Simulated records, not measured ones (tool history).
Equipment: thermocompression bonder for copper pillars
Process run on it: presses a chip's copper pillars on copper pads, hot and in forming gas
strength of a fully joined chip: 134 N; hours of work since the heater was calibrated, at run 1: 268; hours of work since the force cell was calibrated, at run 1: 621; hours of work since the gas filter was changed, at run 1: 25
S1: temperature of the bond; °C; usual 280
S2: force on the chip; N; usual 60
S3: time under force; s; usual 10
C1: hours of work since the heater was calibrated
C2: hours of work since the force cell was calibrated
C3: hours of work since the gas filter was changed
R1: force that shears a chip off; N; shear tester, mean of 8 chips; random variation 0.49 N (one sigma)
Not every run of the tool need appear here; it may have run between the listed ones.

{"run": 1, "hour": 0.0, "S1": 280, "S2": 60, "S3": 10, "C1": 268, "C2": 621, "C3": 25, "R1": 54.9}
{"run": 2, "hour": 59.2, "S1": 280, "S2": 60, "S3": 10, "C1": 303, "C2": 656, "C3": 60, "R1": 52.9}
{"run": 3, "hour": 98.7, "S1": 280, "S2": 60, "S3": 10, "C1": 327, "C2": 680, "C3": 84, "R1": 52.0}
{"run": 4, "hour": 153.7, "S1": 280, "S2": 60, "S3": 10, "C1": 359, "C2": 712, "C3": 116, "R1": 51.5}
{"hour": 164.2, "done": "forming gas filter changed"}
{"run": 5, "hour": 187.7, "S1": 280, "S2": 60, "S3": 10, "C1": 379, "C2": 732, "C3": 14, "R1": 53.9}
{"run": 6, "hour": 237.9, "S1": 280, "S2": 60, "S3": 10, "C1": 408, "C2": 762, "C3": 44, "R1": 52.5}
{"run": 7, "hour": 283.2, "S1": 280, "S2": 60, "S3": 10, "C1": 435, "C2": 788, "C3": 70, "R1": 51.9}
{"run": 8, "hour": 321.9, "S1": 280, "S2": 60, "S3": 10, "C1": 458, "C2": 811, "C3": 93, "R1": 50.3}
{"hour": 370.6, "done": "forming gas filter changed"}
{"run": 9, "hour": 375.3, "S1": 280, "S2": 60, "S3": 10, "C1": 489, "C2": 843, "C3": 3, "R1": 53.7}
{"run": 10, "hour": 428.9, "S1": 280, "S2": 60, "S3": 10, "C1": 521, "C2": 874, "C3": 34, "R1": 52.3}
{"run": 11, "hour": 470.5, "S1": 280, "S2": 60, "S3": 13, "C1": 546, "C2": 899, "C3": 59, "R1": 56.2}
{"run": 12, "hour": 520.0, "S1": 280, "S2": 60, "S3": 10, "C1": 575, "C2": 928, "C3": 88, "R1": 50.4}
{"hour": 564.6, "done": "heater calibrated with a thermocouple chip"}
{"run": 13, "hour": 577.5, "S1": 280, "S2": 60, "S3": 10, "C1": 8, "C2": 961, "C3": 121, "R1": 47.6}
{"hour": 580.9, "done": "forming gas filter changed"}
{"run": 14, "hour": 609.1, "S1": 280, "S2": 56, "S3": 10, "C1": 26, "C2": 979, "C3": 17, "R1": 46.8}
{"run": 15, "hour": 658.1, "S1": 280, "S2": 56, "S3": 10, "C1": 55, "C2": 1008, "C3": 46, "R1": 45.9}
{"run": 16, "hour": 699.9, "S1": 280, "S2": 60, "S3": 11, "C1": 80, "C2": 1033, "C3": 70, "R1": 49.9}
{"run": 17, "hour": 760.2, "S1": 280, "S2": 60, "S3": 11, "C1": 115, "C2": 1069, "C3": 106, "R1": 49.1}
{"hour": 789.7, "done": "forming gas filter changed"}
{"run": 18, "hour": 813.2, "S1": 280, "S2": 60, "S3": 20, "C1": 146, "C2": 1100, "C3": 14, "R1": 63.8}
{"run": 19, "hour": 853.9, "S1": 251, "S2": 60, "S3": 20, "C1": 170, "C2": 1124, "C3": 38, "R1": 46.2}
{"hour": 876.6, "done": "heater calibrated with a thermocouple chip, once more"}
{"run": 20, "hour": 887.0, "S1": 251, "S2": 60, "S3": 20, "C1": 6, "C2": 1142, "C3": 56, "R1": 55.8}
{"run": 21, "hour": 922.1, "S1": 282, "S2": 42, "S3": 27, "C1": 27, "C2": 1163, "C3": 77, "R1": 57.2}
{"run": 22, "hour": 952.2, "S1": 292, "S2": 64, "S3": 13, "C1": 45, "C2": 1181, "C3": 95, "R1": 70.2}
{"run": 23, "hour": 996.4, "S1": 272, "S2": 46, "S3": 9, "C1": 71, "C2": 1207, "C3": 121, "R1": 35.6}
{"hour": 999.8, "done": "forming gas filter changed"}
{"run": 24, "hour": 1035.9, "S1": 272, "S2": 49, "S3": 9, "C1": 94, "C2": 1230, "C3": 21, "R1": 40.3}
{"run": 25, "hour": 1063.7, "S1": 280, "S2": 86, "S3": 10, "C1": 110, "C2": 1246, "C3": 38, "R1": 78.5}
{"run": 26, "hour": 1093.2, "S1": 280, "S2": 86, "S3": 10, "C1": 128, "C2": 1264, "C3": 55, "R1": 77.9}
{"run": 27, "hour": 1123.4, "S1": 280, "S2": 73, "S3": 20, "C1": 146, "C2": 1281, "C3": 73, "R1": 82.2}
{"run": 28, "hour": 1174.8, "S1": 268, "S2": 42, "S3": 10, "C1": 176, "C2": 1312, "C3": 103, "R1": 32.2}
{"hour": 1206.3, "done": "forming gas filter changed"}
{"run": 29, "hour": 1217.8, "S1": 268, "S2": 40, "S3": 21, "C1": 201, "C2": 1337, "C3": 7, "R1": 42.9}
{"run": 30, "hour": 1247.8, "S1": 300, "S2": 89, "S3": 21, "C1": 219, "C2": 1355, "C3": 25, "R1": 108.2}
{"run": 31, "hour": 1298.2, "S1": 270, "S2": 60, "S3": 8, "C1": 249, "C2": 1384, "C3": 54, "R1": 44.6}
{"run": 32, "hour": 1347.4, "S1": 277, "S2": 87, "S3": 13, "C1": 278, "C2": 1413, "C3": 83, "R1": 80.4}
{"run": 33, "hour": 1400.5, "S1": 277, "S2": 75, "S3": 16, "C1": 309, "C2": 1445, "C3": 115, "R1": 73.7}
{"hour": 1415.6, "done": "forming gas filter changed"}
{"run": 34, "hour": 1459.0, "S1": 266, "S2": 60, "S3": 5, "C1": 343, "C2": 1479, "C3": 26, "R1": 35.5}
{"run": 35, "hour": 1515.5, "S1": 305, "S2": 86, "S3": 5, "C1": 377, "C2": 1513, "C3": 59, "R1": 72.0}
{"run": 36, "hour": 1563.7, "S1": 306, "S2": 66, "S3": 21, "C1": 405, "C2": 1541, "C3": 87, "R1": 88.1}
{"run": 37, "hour": 1611.6, "S1": 280, "S2": 77, "S3": 29, "C1": 433, "C2": 1569, "C3": 116, "R1": 89.2}
{"hour": 1623.1, "done": "forming gas filter changed"}
{"run": 38, "hour": 1670.5, "S1": 280, "S2": 57, "S3": 5, "C1": 468, "C2": 1604, "C3": 28, "R1": 37.8}
{"run": 39, "hour": 1722.8, "S1": 289, "S2": 50, "S3": 10, "C1": 499, "C2": 1635, "C3": 59, "R1": 45.3}

Hidden state at the last listed run before each entry between runs and at the first one after, where it differs:
Between runs 4 and 5: forming gas filter changed (hour 164.2)
  true temperature of the bond over the reading, C: -6.5 -> -6.9; oxide that the forming gas leaves, % of the face: 6.2 -> 1.1
  measured minus no-state result, R1: -5.3 -> -2.7 N
Between runs 8 and 9: forming gas filter changed (hour 370.6)
  true temperature of the bond over the reading, C: -8.4 -> -9; force that reaches the chip, % of what is set: 102.1 -> 102.2; oxide that the forming gas leaves, % of the face: 4.54 -> 0.63
  measured minus no-state result, R1: -5.2 -> -3.4 N
Between runs 12 and 13: heater calibrated with a thermocouple chip (hour 564.6)
  true temperature of the bond over the reading, C: -10.7 -> -14.5; force that reaches the chip, % of what is set: 102.3 -> 102.4; oxide that the forming gas leaves, % of the face: 4.43 -> 6.05
  measured minus no-state result, R1: -6.1 -> -8.8 N
Between runs 13 and 14: forming gas filter changed (hour 580.9)
  true temperature of the bond over the reading, C: -14.5 -> -14.9; force that reaches the chip, % of what is set: 102.4 -> 102.5; oxide that the forming gas leaves, % of the face: 6.05 -> 1.29
  measured minus no-state result, R1: -8.8 -> -6.2 N
Between runs 17 and 18: forming gas filter changed (hour 789.7)
  true temperature of the bond over the reading, C: -16.7 -> -17.4; force that reaches the chip, % of what is set: 102.7 -> 102.8; oxide that the forming gas leaves, % of the face: 5.37 -> 1.25
  measured minus no-state result, R1: -9.6 -> -8.7 N
Between runs 19 and 20: heater calibrated with a thermocouple chip, once more (hour 876.6)
  true temperature of the bond over the reading, C: -17.8 -> -1.1; force that reaches the chip, % of what is set: 102.8 -> 102.9; oxide that the forming gas leaves, % of the face: 2.32 -> 3.15
  measured minus no-state result, R1: -9.1 -> -0.5 N
Between runs 23 and 24: forming gas filter changed (hour 999.8)
  true temperature of the bond over the reading, C: -2.4 -> -2.9; oxide that the forming gas leaves, % of the face: 6.07 -> 1.63
  measured minus no-state result, R1: -1.8 -> -0.2 N
Between runs 28 and 29: forming gas filter changed (hour 1206.3)
  true temperature of the bond over the reading, C: -4.5 -> -5; force that reaches the chip, % of what is set: 103.2 -> 103.3; oxide that the forming gas leaves, % of the face: 5.42 -> 0.97
  measured minus no-state result, R1: -2.1 -> -0.9 N
Between runs 33 and 34: forming gas filter changed (hour 1415.6)
  true temperature of the bond over the reading, C: -7.1 -> -7.8; force that reaches the chip, % of what is set: 103.5 -> 103.6; oxide that the forming gas leaves, % of the face: 6.06 -> 1.87
  measured minus no-state result, R1: -6.3 -> -2.1 N
Between runs 37 and 38: forming gas filter changed (hour 1623.1)
  true temperature of the bond over the reading, C: -9.5 -> -10.2; force that reaches the chip, % of what is set: 103.8 -> 103.9; oxide that the forming gas leaves, % of the face: 5.85 -> 1.81
  measured minus no-state result, R1: -8.1 -> -2.9 N
